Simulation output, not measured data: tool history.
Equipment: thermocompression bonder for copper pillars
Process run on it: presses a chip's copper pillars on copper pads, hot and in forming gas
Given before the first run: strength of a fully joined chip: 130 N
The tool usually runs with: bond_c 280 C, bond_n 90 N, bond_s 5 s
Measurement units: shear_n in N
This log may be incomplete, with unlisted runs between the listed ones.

Run 1, day 0: usual settings. Result: shear_n 50.3 N.
Run 2, day 1: usual settings but bond_n 104 N. Result: shear_n 59.1 N.
Run 3, day 2.167: usual settings. Result: shear_n 49.7 N.
Run 4, day 3.167: usual settings but bond_c 305 C. Result: shear_n 65.4 N.
Run 5, day 4.371: usual settings but bond_c 305 C. Result: shear_n 63.8 N.
Run 6, day 5.283: usual settings but bond_c 305 C. Result: shear_n 63.8 N.
Run 7, day 6.571: usual settings. Result: shear_n 49 N.
Run 8, day 7.842: usual settings. Result: shear_n 48.8 N.
Run 9, day 8.775: usual settings. Result: shear_n 47.5 N.
Run 10, day 9.842: usual settings. Result: shear_n 47.4 N.
Run 11, day 10.583: usual settings but bond_n 75 N. Result: shear_n 38.4 N.
At day 10.817: heater calibrated with a thermocouple chip.
Run 12, day 11.575: usual settings but bond_n 75 N. Result: shear_n 44.3 N.
Run 13, day 13.021: usual settings but bond_n 75 N. Result: shear_n 41.7 N.
Run 14, day 14.488: usual settings but bond_c 309 C, bond_n 56 N. Result: shear_n 42.1 N.
At day 14.679: force cell calibrated.
Run 15, day 15.942: usual settings but bond_c 309 C, bond_n 56 N. Result: shear_n 41.5 N.
Run 16, day 16.921: usual settings but bond_n 87 N, bond_s 4 s. Result: shear_n 44.2 N.
Run 17, day 18.092: usual settings but bond_c 295 C, bond_n 87 N, bond_s 12 s. Result: shear_n 75.4 N.
Run 18, day 18.75: usual settings but bond_c 295 C, bond_n 87 N, bond_s 12 s. Result: shear_n 76.3 N.
Run 19, day 20.233: usual settings but bond_c 285 C, bond_n 87 N. Result: shear_n 50.9 N.
Run 20, day 20.917: usual settings but bond_c 304 C, bond_n 77 N, bond_s 7 s. Result: shear_n 60.2 N.
At day 21.667: force cell calibrated, once more.
Run 21, day 22.5: usual settings but bond_c 264 C. Result: shear_n 40.2 N.
Run 22, day 23.875: usual settings but bond_c 294 C, bond_n 54 N, bond_s 11 s. Result: shear_n 44.9 N.
Run 23, day 24.608: usual settings but bond_c 294 C, bond_n 54 N, bond_s 11 s. Result: shear_n 45.1 N.
Run 24, day 25.796: usual settings but bond_c 283 C, bond_n 74 N, bond_s 3 s. Result: shear_n 32.3 N.
Run 25, day 27.067: usual settings but bond_c 283 C, bond_n 74 N, bond_s 3 s. Result: shear_n 32.7 N.

Below are 5 alternative next runs, each starting from the tool's condition after run 25. Predict each:
Run A, day 28.392: usual settings but bond_c 283 C, bond_n 118 N, bond_s 4 s. Result: shear_n ?.
Run B, day 28.392: usual settings but bond_c 269 C, bond_n 74 N, bond_s 3 s. Result: shear_n ?.
Run C, day 28.392: usual settings but bond_c 294 C, bond_n 79 N, bond_s 3 s. Result: shear_n ?.
Run D, day 28.392: usual settings but bond_c 290 C, bond_n 88 N. Result: shear_n ?.
Run E, day 28.392: usual settings but bond_c 271 C, bond_n 74 N, bond_s 3 s. Result: shear_n ?.

run  shear_n
  A       59
  B     26.1
  C     38.6
  D     52.5
  E     27.8
Had the tool no hidden state, the same runs would have come out as:
run  shear_n
  A     69.1
  B       31
  C     45.6
  D     61.5
  E     32.9
